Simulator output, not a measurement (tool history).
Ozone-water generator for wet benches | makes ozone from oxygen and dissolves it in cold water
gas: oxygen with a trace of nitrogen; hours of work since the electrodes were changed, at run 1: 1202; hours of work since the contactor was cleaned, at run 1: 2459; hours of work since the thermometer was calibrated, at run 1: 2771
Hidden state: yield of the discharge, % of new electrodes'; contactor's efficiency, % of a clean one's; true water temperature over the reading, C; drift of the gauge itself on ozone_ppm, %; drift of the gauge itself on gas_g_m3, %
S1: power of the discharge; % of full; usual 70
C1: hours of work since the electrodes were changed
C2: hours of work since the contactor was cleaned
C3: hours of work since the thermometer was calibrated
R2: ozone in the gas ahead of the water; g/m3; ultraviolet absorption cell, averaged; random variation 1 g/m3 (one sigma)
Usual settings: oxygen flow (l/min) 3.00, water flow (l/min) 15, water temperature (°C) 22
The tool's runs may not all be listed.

run 1 hour=0.0 | S1=70 oxygen_flow_(l/min)=3.00 water_flow_(l/min)=15 water_temperature_(°C)=22 | C1=1202 C2=2459 C3=2771 | dissolved_ozone_(ppm)=13.3 R2=166.6
run 2 hour=36.8 | S1=70 oxygen_flow_(l/min)=3.00 water_flow_(l/min)=15 water_temperature_(°C)=22 | C1=1237 C2=2494 C3=2806 | dissolved_ozone_(ppm)=13.4 R2=167.9
run 3 hour=85.2 | S1=70 oxygen_flow_(l/min)=3.00 water_flow_(l/min)=15 water_temperature_(°C)=22 | C1=1282 C2=2539 C3=2851 | dissolved_ozone_(ppm)=13.3 R2=167.6
run 4 hour=130.5 | S1=70 oxygen_flow_(l/min)=3.00 water_flow_(l/min)=15 water_temperature_(°C)=22 | C1=1325 C2=2582 C3=2894 | dissolved_ozone_(ppm)=13.2 R2=165.7
run 5 hour=167.8 | S1=70 oxygen_flow_(l/min)=3.00 water_flow_(l/min)=15 water_temperature_(°C)=22 | C1=1360 C2=2617 C3=2929 | dissolved_ozone_(ppm)=13.1 R2=165.2
run 6 hour=199.9 | S1=70 oxygen_flow_(l/min)=3.00 water_flow_(l/min)=15 water_temperature_(°C)=22 | C1=1390 C2=2647 C3=2959 | dissolved_ozone_(ppm)=13.2 R2=166.1
run 7 hour=271.3 | S1=70 oxygen_flow_(l/min)=3.00 water_flow_(l/min)=15 water_temperature_(°C)=22 | C1=1458 C2=2715 C3=3027 | dissolved_ozone_(ppm)=13.1 R2=165.0
run 8 hour=319.7 | S1=70 oxygen_flow_(l/min)=3.00 water_flow_(l/min)=15 water_temperature_(°C)=22 | C1=1503 C2=2760 C3=3072 | dissolved_ozone_(ppm)=13.2 R2=164.3
run 9 hour=376.4 | S1=82 oxygen_flow_(l/min)=3.00 water_flow_(l/min)=15 water_temperature_(°C)=22 | C1=1557 C2=2814 C3=3126 | dissolved_ozone_(ppm)=14.7 R2=186.8
run 10 hour=440.0 | S1=70 oxygen_flow_(l/min)=1.79 water_flow_(l/min)=15 water_temperature_(°C)=22 | C1=1617 C2=2874 C3=3186 | dissolved_ozone_(ppm)=11.1 R2=197.0
run 11 hour=509.2 | S1=70 oxygen_flow_(l/min)=1.79 water_flow_(l/min)=15 water_temperature_(°C)=22 | C1=1682 C2=2939 C3=3251 | dissolved_ozone_(ppm)=11.1 R2=197.0
run 12 hour=562.3 | S1=70 oxygen_flow_(l/min)=1.79 water_flow_(l/min)=15 water_temperature_(°C)=22 | C1=1732 C2=2989 C3=3301 | dissolved_ozone_(ppm)=11.1 R2=196.1
run 13 hour=620.1 | S1=70 oxygen_flow_(l/min)=1.79 water_flow_(l/min)=15 water_temperature_(°C)=22 | C1=1786 C2=3044 C3=3355 | dissolved_ozone_(ppm)=10.9 R2=194.5
run 14 hour=676.0 | S1=99 oxygen_flow_(l/min)=3.00 water_flow_(l/min)=15 water_temperature_(°C)=22 | C1=1839 C2=3096 C3=3408 | dissolved_ozone_(ppm)=16.8 R2=212.6
run 15 hour=738.8 | S1=99 oxygen_flow_(l/min)=3.00 water_flow_(l/min)=15 water_temperature_(°C)=19 | C1=1898 C2=3155 C3=3467 | dissolved_ozone_(ppm)=17.3 R2=212.4
run 16 hour=784.4 | S1=70 oxygen_flow_(l/min)=3.88 water_flow_(l/min)=15 water_temperature_(°C)=22 | C1=1941 C2=3198 C3=3510 | dissolved_ozone_(ppm)=13.1 R2=147.9
run 17 hour=837.4 | S1=70 oxygen_flow_(l/min)=3.88 water_flow_(l/min)=15 water_temperature_(°C)=22 | C1=1991 C2=3248 C3=3560 | dissolved_ozone_(ppm)=13.2 R2=147.6

Forecast run 18:
-- hour=892.3 water thermometer calibrated
run 18 hour=905.3 | S1=45 oxygen_flow_(l/min)=3.00 water_flow_(l/min)=9 water_temperature_(°C)=22 | C1=2055 C2=3312 C3=12 | dissolved_ozone_(ppm)=? R2=?

Run 18 gave dissolved ozone (ppm) 13.3, R2 114.1 g/m3.
Without the tool's hidden state the same run would have given dissolved ozone (ppm) 15.0, R2 122.7 g/m3.
